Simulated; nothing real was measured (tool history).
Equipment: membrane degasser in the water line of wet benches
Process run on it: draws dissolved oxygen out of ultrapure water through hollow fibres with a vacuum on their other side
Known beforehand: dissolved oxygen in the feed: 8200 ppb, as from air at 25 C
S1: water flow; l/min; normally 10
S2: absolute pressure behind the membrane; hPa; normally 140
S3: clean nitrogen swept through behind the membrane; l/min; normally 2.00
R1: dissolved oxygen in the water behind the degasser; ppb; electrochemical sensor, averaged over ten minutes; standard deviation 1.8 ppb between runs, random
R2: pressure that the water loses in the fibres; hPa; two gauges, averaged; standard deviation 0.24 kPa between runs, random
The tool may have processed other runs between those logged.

run	day	S1	S2	S3	R1	R2
1	0.000	10	140	2.00	175.6	617.8
2	2.746	10	140	2.00	178.9	618.8
3	5.512	10	140	2.00	178.0	623.2
# day 5.879: vacuum gauge calibrated
4	9.071	10	99	2.00	129.6	618.8
5	12.171	10	99	2.00	125.3	623.8
6	15.667	10	99	2.00	130.5	620.0
7	19.254	10	99	2.00	129.1	614.4
8	22.650	10	99	2.13	124.1	617.6
9	26.075	10	99	2.13	122.7	614.0
10	28.583	10	140	5.52	98.5	612.7
11	30.733	10	140	5.52	96.0	613.3
12	34.417	10	140	1.52	215.4	608.9
13	36.562	10	140	1.52	214.8	612.1
14	40.275	10	140	2.00	173.6	610.6
# day 43.562: gauge calibrated
15	43.704	10	105	2.00	134.0	618.0
16	46.258	10	105	2.00	133.8	622.7
17	49.596	10	346	1.90	430.3	621.8
18	51.225	6	171	2.00	112.0	371.9
19	52.858	7	127	2.00	100.8	430.6
20	55.542	12	90	2.00	156.8	737.1
21	57.392	12	90	2.00	155.9	739.7
22	59.146	14	233	2.00	423.3	862.7
23	60.950	10	214	1.54	321.7	616.5
24	62.933	10	214	1.54	322.7	617.3
25	66.367	16	148	4.13	243.8	981.3
26	70.108	16	148	4.13	250.4	980.5
27	72.483	8	128	4.50	67.7	494.6
28	75.233	8	128	4.50	68.2	495.4
29	78.646	7	127	1.28	142.8	426.3
30	81.162	14	127	1.28	339.7	851.7
31	84.288	8	94	2.98	66.8	485.3

3 options for the next run, each taken on its own from the tool as it stands now. Forecast them:
A	87.208	10	174	3.96	?	?
B	87.208	10	140	0.86	?	?
C	87.208	8	94	2.98	?	?

run	R1	R2
A	135.1	607.2
B	329.1	606.9
C	67.7	486.4
Without the tool's unlogged condition, the same runs would have read:
run	R1	R2
A	134.9	620.4
B	328.5	619.9
C	67.5	496.9
